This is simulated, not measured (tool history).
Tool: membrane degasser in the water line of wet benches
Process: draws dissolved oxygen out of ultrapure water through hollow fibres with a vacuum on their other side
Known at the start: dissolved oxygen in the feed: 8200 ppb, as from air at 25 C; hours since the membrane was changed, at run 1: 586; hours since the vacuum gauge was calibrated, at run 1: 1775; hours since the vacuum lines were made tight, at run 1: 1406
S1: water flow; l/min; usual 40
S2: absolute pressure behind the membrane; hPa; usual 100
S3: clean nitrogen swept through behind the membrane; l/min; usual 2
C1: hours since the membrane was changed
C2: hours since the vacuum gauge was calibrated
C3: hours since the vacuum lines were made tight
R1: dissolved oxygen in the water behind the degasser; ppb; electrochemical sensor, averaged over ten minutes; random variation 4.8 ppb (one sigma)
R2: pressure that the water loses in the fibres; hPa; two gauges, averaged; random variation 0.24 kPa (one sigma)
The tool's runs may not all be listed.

| run | hour | S1 | S2 | S3 | C1 | C2 | C3 | R1 | R2 |
|---|---|---|---|---|---|---|---|---|---|
| 1 | 0 | 40 | 100 | 2 | 586 | 1775 | 1406 | 477.7 | 637.7 |
| 2 | 51.8 | 40 | 100 | 2 | 638 | 1826 | 1458 | 484.9 | 638.8 |
| 3 | 149.6 | 40 | 100 | 2 | 736 | 1924 | 1556 | 491.4 | 640.1 |
| 4 | 242.4 | 40 | 69 | 2 | 828 | 2017 | 1649 | 357.8 | 636.9 |
| 5 | 289.6 | 40 | 100 | 2 | 876 | 2064 | 1696 | 491.1 | 635.4 |
| 6 | 359.8 | 40 | 100 | 2 | 946 | 2134 | 1766 | 480.2 | 641.5 |
| 7 | 425.8 | 40 | 100 | 2 | 1012 | 2200 | 1832 | 485 | 636.7 |
| 8 | 501.3 | 40 | 100 | 2 | 1087 | 2276 | 1908 | 476.7 | 641.6 |
| 9 | 541.6 | 40 | 100 | 2 | 1128 | 2316 | 1948 | 487.1 | 637.3 |
| 10 | 586.4 | 45 | 198 | 1.58 | 1172 | 2361 | 1993 | 1109.1 | 721.8 |
| 11 | 671.8 | 45 | 198 | 1.58 | 1258 | 2446 | 2078 | 1108.3 | 724 |
| 12 | 761.1 | 33 | 207 | 2 | 1347 | 2536 | 2168 | 754.8 | 523.6 |
| 13 | 818.7 | 46 | 100 | 3.85 | 1405 | 2593 | 2225 | 411.4 | 737.2 |
| 14 | 883.2 | 46 | 100 | 3.85 | 1469 | 2658 | 2290 | 417.1 | 738.4 |
| 15 | 928.7 | 47 | 144 | 2.05 | 1515 | 2703 | 2335 | 751.4 | 753.7 |
| 16 | 1022.9 | 47 | 144 | 2.05 | 1609 | 2797 | 2429 | 748.7 | 748.8 |
| 17 | 1076.8 | 60 | 180 | 2.86 | 1663 | 2851 | 2483 | 914.6 | 958.2 |

5 ways to go on from here, each from the tool as it stands after run 17. What would each give?
| A | 1166.3 | 40 | 137 | 2 | 1752 | 2941 | 2573 | ? | ? |
| B | 1166.3 | 40 | 100 | 1.69 | 1752 | 2941 | 2573 | ? | ? |
| C | 1166.3 | 28 | 69 | 2.72 | 1752 | 2941 | 2573 | ? | ? |
| D | 1166.3 | 60 | 71 | 2.86 | 1752 | 2941 | 2573 | ? | ? |
| E | 1166.3 | 40 | 101 | 1.11 | 1752 | 2941 | 2573 | ? | ? |

| run | R1 | R2 |
|---|---|---|
| A | 634.4 | 642.6 |
| B | 534.5 | 641.9 |
| C | 215.2 | 448.7 |
| D | 481.2 | 962.4 |
| E | 668.1 | 637.4 |
Without the tool's hidden state the same runs would have given:
| run | R1 | R2 |
|---|---|---|
| A | 625.9 | 639.5 |
| B | 525.7 | 638.8 |
| C | 209.8 | 446.5 |
| D | 472 | 957.8 |
| E | 657.9 | 634.3 |

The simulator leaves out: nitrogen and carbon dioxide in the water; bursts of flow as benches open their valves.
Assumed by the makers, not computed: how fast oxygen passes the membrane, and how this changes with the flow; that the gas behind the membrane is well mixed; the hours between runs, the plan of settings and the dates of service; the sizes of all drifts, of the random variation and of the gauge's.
